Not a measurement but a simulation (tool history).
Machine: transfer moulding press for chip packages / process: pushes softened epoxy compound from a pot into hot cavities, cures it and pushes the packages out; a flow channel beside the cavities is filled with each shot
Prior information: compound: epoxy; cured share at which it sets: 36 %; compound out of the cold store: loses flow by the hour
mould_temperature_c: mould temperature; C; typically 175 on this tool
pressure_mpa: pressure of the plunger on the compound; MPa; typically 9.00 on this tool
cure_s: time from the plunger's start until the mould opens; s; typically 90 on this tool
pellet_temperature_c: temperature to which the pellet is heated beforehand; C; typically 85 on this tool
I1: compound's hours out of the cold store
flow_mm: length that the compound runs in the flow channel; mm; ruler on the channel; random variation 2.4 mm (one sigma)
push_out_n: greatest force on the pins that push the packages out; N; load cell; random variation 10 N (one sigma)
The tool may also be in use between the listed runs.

run 1 hour=0.0 | mould_temperature_c=175 pressure_mpa=9.00 cure_s=90 pellet_temperature_c=85 | I1=19.3 | flow_mm=758 push_out_n=596
run 2 hour=14.6 | mould_temperature_c=175 pressure_mpa=9.00 cure_s=90 pellet_temperature_c=85 | I1=40.1 | flow_mm=719 push_out_n=664
run 3 hour=33.3 | mould_temperature_c=175 pressure_mpa=9.00 cure_s=90 pellet_temperature_c=85 | I1=33.2 | flow_mm=728 push_out_n=769
-- hour=38.0 cavities cleaned with cleaning compound and waxed
run 4 hour=53.0 | mould_temperature_c=177 pressure_mpa=9.00 cure_s=90 pellet_temperature_c=85 | I1=35.3 | flow_mm=718 push_out_n=779
run 5 hour=82.1 | mould_temperature_c=177 pressure_mpa=9.00 cure_s=90 pellet_temperature_c=85 | I1=46.8 | flow_mm=689 push_out_n=827
-- hour=88.9 cavities cleaned with cleaning compound and waxed
run 6 hour=98.0 | mould_temperature_c=175 pressure_mpa=10.85 cure_s=90 pellet_temperature_c=85 | I1=13.0 | flow_mm=840 push_out_n=543
run 7 hour=124.5 | mould_temperature_c=175 pressure_mpa=10.85 cure_s=90 pellet_temperature_c=85 | I1=43.3 | flow_mm=770 push_out_n=649
-- hour=140.0 cavities cleaned with cleaning compound and waxed
run 8 hour=151.6 | mould_temperature_c=175 pressure_mpa=10.85 cure_s=90 pellet_temperature_c=85 | I1=34.9 | flow_mm=784 push_out_n=531
run 9 hour=165.9 | mould_temperature_c=175 pressure_mpa=10.85 cure_s=90 pellet_temperature_c=85 | I1=34.3 | flow_mm=788 push_out_n=622
-- hour=177.2 mould's thermocouples calibrated
run 10 hour=190.5 | mould_temperature_c=175 pressure_mpa=10.85 cure_s=90 pellet_temperature_c=89 | I1=27.0 | flow_mm=806 push_out_n=777
-- hour=195.0 cavities cleaned with cleaning compound and waxed
run 11 hour=211.1 | mould_temperature_c=175 pressure_mpa=10.85 cure_s=90 pellet_temperature_c=89 | I1=46.5 | flow_mm=769 push_out_n=595
run 12 hour=226.7 | mould_temperature_c=175 pressure_mpa=10.85 cure_s=90 pellet_temperature_c=89 | I1=13.4 | flow_mm=834 push_out_n=691
-- hour=241.2 cavities cleaned with cleaning compound and waxed, once more
run 13 hour=243.6 | mould_temperature_c=175 pressure_mpa=9.00 cure_s=90 pellet_temperature_c=88 | I1=32.9 | flow_mm=722 push_out_n=473
run 14 hour=265.6 | mould_temperature_c=175 pressure_mpa=9.00 cure_s=90 pellet_temperature_c=88 | I1=47.1 | flow_mm=694 push_out_n=623
-- hour=292.1 cavities cleaned with cleaning compound and waxed
run 15 hour=292.1 | mould_temperature_c=175 pressure_mpa=9.00 cure_s=77 pellet_temperature_c=95 | I1=30.8 | flow_mm=719 push_out_n=607
run 16 hour=312.9 | mould_temperature_c=175 pressure_mpa=7.74 cure_s=79 pellet_temperature_c=85 | I1=22.2 | flow_mm=689 push_out_n=788
run 17 hour=331.3 | mould_temperature_c=175 pressure_mpa=9.00 cure_s=90 pellet_temperature_c=92 | I1=30.8 | flow_mm=718 push_out_n=721
-- hour=344.5 cavities cleaned with cleaning compound and waxed
run 18 hour=347.1 | mould_temperature_c=175 pressure_mpa=9.00 cure_s=90 pellet_temperature_c=92 | I1=38.1 | flow_mm=704 push_out_n=493
-- hour=360.1 plunger's sealing rings changed
run 19 hour=366.9 | mould_temperature_c=176 pressure_mpa=7.10 cure_s=72 pellet_temperature_c=78 | I1=18.1 | flow_mm=676 push_out_n=955
run 20 hour=383.1 | mould_temperature_c=172 pressure_mpa=9.71 cure_s=75 pellet_temperature_c=83 | I1=10.3 | flow_mm=824 push_out_n=1294
-- hour=398.2 cavities cleaned with cleaning compound and waxed
run 21 hour=419.1 | mould_temperature_c=175 pressure_mpa=9.00 cure_s=102 pellet_temperature_c=83 | I1=31.4 | flow_mm=732 push_out_n=544
run 22 hour=435.6 | mould_temperature_c=175 pressure_mpa=7.03 cure_s=72 pellet_temperature_c=85 | I1=41.4 | flow_mm=631 push_out_n=1027
-- hour=449.3 cavities cleaned with cleaning compound and waxed
run 23 hour=461.6 | mould_temperature_c=175 pressure_mpa=7.03 cure_s=72 pellet_temperature_c=85 | I1=41.5 | flow_mm=629 push_out_n=844
run 24 hour=479.4 | mould_temperature_c=175 pressure_mpa=7.03 cure_s=107 pellet_temperature_c=85 | I1=40.9 | flow_mm=626 push_out_n=572
-- hour=501.5 cavities cleaned with cleaning compound and waxed
run 25 hour=512.1 | mould_temperature_c=175 pressure_mpa=9.00 cure_s=90 pellet_temperature_c=85 | I1=22.3 | flow_mm=742 push_out_n=539
run 26 hour=526.4 | mould_temperature_c=175 pressure_mpa=9.00 cure_s=102 pellet_temperature_c=85 | I1=36.4 | flow_mm=715 push_out_n=538
run 27 hour=543.5 | mould_temperature_c=179 pressure_mpa=6.96 cure_s=104 pellet_temperature_c=78 | I1=21.7 | flow_mm=642 push_out_n=595
-- hour=554.4 cavities cleaned with cleaning compound and waxed
run 28 hour=560.2 | mould_temperature_c=182 pressure_mpa=9.00 cure_s=103 pellet_temperature_c=85 | I1=34.7 | flow_mm=694 push_out_n=417

What if the next run were any one of these 4? Each begins from the tool's condition after run 28:
run A hour=580.1 | mould_temperature_c=176 pressure_mpa=9.00 cure_s=108 pellet_temperature_c=90 | I1=29.3 | flow_mm=? push_out_n=?
run B hour=580.1 | mould_temperature_c=181 pressure_mpa=9.00 cure_s=116 pellet_temperature_c=92 | I1=16.6 | flow_mm=? push_out_n=?
run C hour=580.1 | mould_temperature_c=182 pressure_mpa=9.09 cure_s=112 pellet_temperature_c=85 | I1=8.1 | flow_mm=? push_out_n=?
run D hour=580.1 | mould_temperature_c=175 pressure_mpa=7.82 cure_s=103 pellet_temperature_c=84 | I1=12.9 | flow_mm=? push_out_n=?

run=A flow_mm=724 push_out_n=534
run=B flow_mm=723 push_out_n=521
run=C flow_mm=749 push_out_n=530
run=D flow_mm=710 push_out_n=592
What these runs would have given with no unlogged condition in the tool:
run=A flow_mm=741 push_out_n=381
run=B flow_mm=739 push_out_n=369
run=C flow_mm=765 push_out_n=377
run=D flow_mm=726 push_out_n=425

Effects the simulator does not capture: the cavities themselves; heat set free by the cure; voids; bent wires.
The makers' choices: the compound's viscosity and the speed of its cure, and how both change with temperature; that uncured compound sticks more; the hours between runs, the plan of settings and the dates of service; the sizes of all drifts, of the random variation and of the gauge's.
